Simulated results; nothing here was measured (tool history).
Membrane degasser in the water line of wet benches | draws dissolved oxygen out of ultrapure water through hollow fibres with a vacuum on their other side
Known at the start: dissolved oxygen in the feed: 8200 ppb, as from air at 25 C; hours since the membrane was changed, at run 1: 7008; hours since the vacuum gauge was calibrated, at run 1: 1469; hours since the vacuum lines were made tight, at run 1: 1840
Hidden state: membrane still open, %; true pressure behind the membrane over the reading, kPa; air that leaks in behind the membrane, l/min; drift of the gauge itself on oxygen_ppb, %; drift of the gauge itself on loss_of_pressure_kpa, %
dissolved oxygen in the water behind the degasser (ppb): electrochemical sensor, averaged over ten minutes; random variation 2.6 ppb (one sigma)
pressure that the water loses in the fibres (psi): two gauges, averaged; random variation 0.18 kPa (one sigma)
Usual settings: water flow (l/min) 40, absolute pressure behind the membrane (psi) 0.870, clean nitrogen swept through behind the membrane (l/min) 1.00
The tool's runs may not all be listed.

run      day  water flow (l/min)  absolute pressure behind the membrane (psi)  clean nitrogen swept through behind the membrane (l/min)  hours since the membrane was changed  hours since the vacuum gauge was calibrated  hours since the vacuum lines were made tight  dissolved oxygen in the water behind the degasser (ppb)  pressure that the water loses in the fibres (psi)
  1    0.000                  40                                        0.870                                                      1.00                                  7008                                         1469                                          1840                                                    281.2                                              4.714
  2    7.796                  40                                        0.870                                                      1.00                                  7195                                         1657                                          2028                                                    282.0                                              4.725
  3   14.312                  40                                        0.870                                                      2.05                                  7352                                         1813                                          2184                                                    179.9                                              4.718
  4   21.033                  40                                        0.870                                                      2.05                                  7513                                         1974                                          2345                                                    179.3                                              4.695
  5   29.483                  40                                        0.870                                                      1.00                                  7716                                         2177                                          2548                                                    286.2                                              4.799
  6   38.079                  40                                        0.870                                                      1.00                                  7922                                         2383                                          2754                                                    285.0                                              4.796
  7   43.929                  40                                        1.729                                                      1.00                                  8062                                         2524                                          2895                                                    708.5                                              4.769
  8   50.846                  40                                        1.729                                                      1.00                                  8228                                         2690                                          3061                                                    718.3                                              4.776
  9   55.058                  40                                        0.870                                                      1.00                                  8329                                         2791                                          3162                                                    289.9                                              4.805
 10   63.242                  40                                        0.870                                                      1.00                                  8526                                         2987                                          3358                                                    290.3                                              4.779
 11   70.612                  40                                        0.870                                                      1.00                                  8703                                         3164                                          3535                                                    297.4                                              4.783
      73.238  -- seals of the vacuum lines changed
 12   76.871                  40                                        0.870                                                      1.00                                  8851                                         3312                                            87                                                    298.7                                              4.838
 13   85.512                  40                                        0.870                                                      1.00                                  9058                                         3520                                           295                                                    301.2                                              4.840
 14   92.808                  40                                        0.870                                                      1.00                                  9233                                         3695                                           470                                                    297.7                                              4.837
     101.829  -- membrane cartridge changed
 15  102.946                  40                                        0.870                                                      1.00                                    27                                         3934                                           709                                                    277.7                                              4.448
 16  110.608                  40                                        0.870                                                      1.00                                   211                                         4118                                           893                                                    285.1                                              4.409
 17  117.838                  40                                        0.870                                                      1.00                                   384                                         4292                                          1066                                                    283.0                                              4.448
 18  123.858                  25                                        0.529                                                      0.48                                   529                                         4436                                          1211                                                     90.4                                              2.785
 19  130.529                  31                                        1.836                                                      0.48                                   689                                         4596                                          1371                                                   1064.8                                              3.427
 20  136.262                  40                                        1.311                                                      1.00                                   826                                         4734                                          1509                                                    516.7                                              4.437
 21  144.471                  40                                        1.311                                                      1.00                                  1023                                         4931                                          1706                                                    517.7                                              4.512
 22  149.738                  40                                        0.577                                                      1.00                                  1150                                         5057                                          1832                                                    139.2                                              4.469
 23  156.071                  52                                        0.528                                                      1.00                                  1302                                         5209                                          1984                                                    178.1                                              5.838
 24  162.004                  59                                        1.732                                                      1.00                                  1444                                         5352                                          2126                                                   1019.6                                              6.650
 25  167.138                  36                                        1.732                                                      1.00                                  1567                                         5475                                          2250                                                    658.0                                              4.064
 26  176.458                  36                                        1.732                                                      1.00                                  1791                                         5698                                          2473                                                    665.2                                              4.054
 27  181.133                  25                                        1.732                                                      0.96                                  1903                                         5811                                          2585                                                    495.9                                              2.821
 28  190.425                  34                                        0.628                                                      0.62                                  2126                                         6034                                          2808                                                    198.2                                              3.851
 29  194.679                  34                                        1.112                                                      2.70                                  2228                                         6136                                          2911                                                    166.4                                              3.820
 30  202.050                  34                                        1.112                                                      2.70                                  2405                                         6313                                          3087                                                    165.6                                              3.859
 31  206.671                  55                                        0.870                                                      1.55                                  2516                                         6424                                          3198                                                    345.2                                              6.257
 32  212.600                  27                                        1.249                                                      1.36                                  2659                                         6566                                          3341                                                    274.6                                              3.091
 33  218.988                  39                                        2.139                                                      1.42                                  2812                                         6719                                          3494                                                    697.3                                              4.467

Forecast each of these 3 alternatives for the next run:
     223.483  -- seals of the vacuum lines changed
  A  223.917                  37                                        0.802                                                      2.40                                  2928                                         6835                                            10                                                        ?                                                  ?
     223.483  -- seals of the vacuum lines changed
  B  223.917                  24                                        2.139                                                      1.76                                  2928                                         6835                                            10                                                        ?                                                  ?
     223.483  -- seals of the vacuum lines changed
  C  223.917                  40                                        0.770                                                      1.42                                  2928                                         6835                                            10                                                        ?                                                  ?

run  dissolved oxygen in the water behind the degasser (ppb)  pressure that the water loses in the fibres (psi)
  A                                                    135.9                                              4.267
  B                                                    373.0                                              2.767
  C                                                    204.2                                              4.592
Without the tool's hidden state the same runs would have given:
run  dissolved oxygen in the water behind the degasser (ppb)  pressure that the water loses in the fibres (psi)
  A                                                    108.3                                              4.147
  B                                                    352.7                                              2.689
  C                                                    159.8                                              4.461
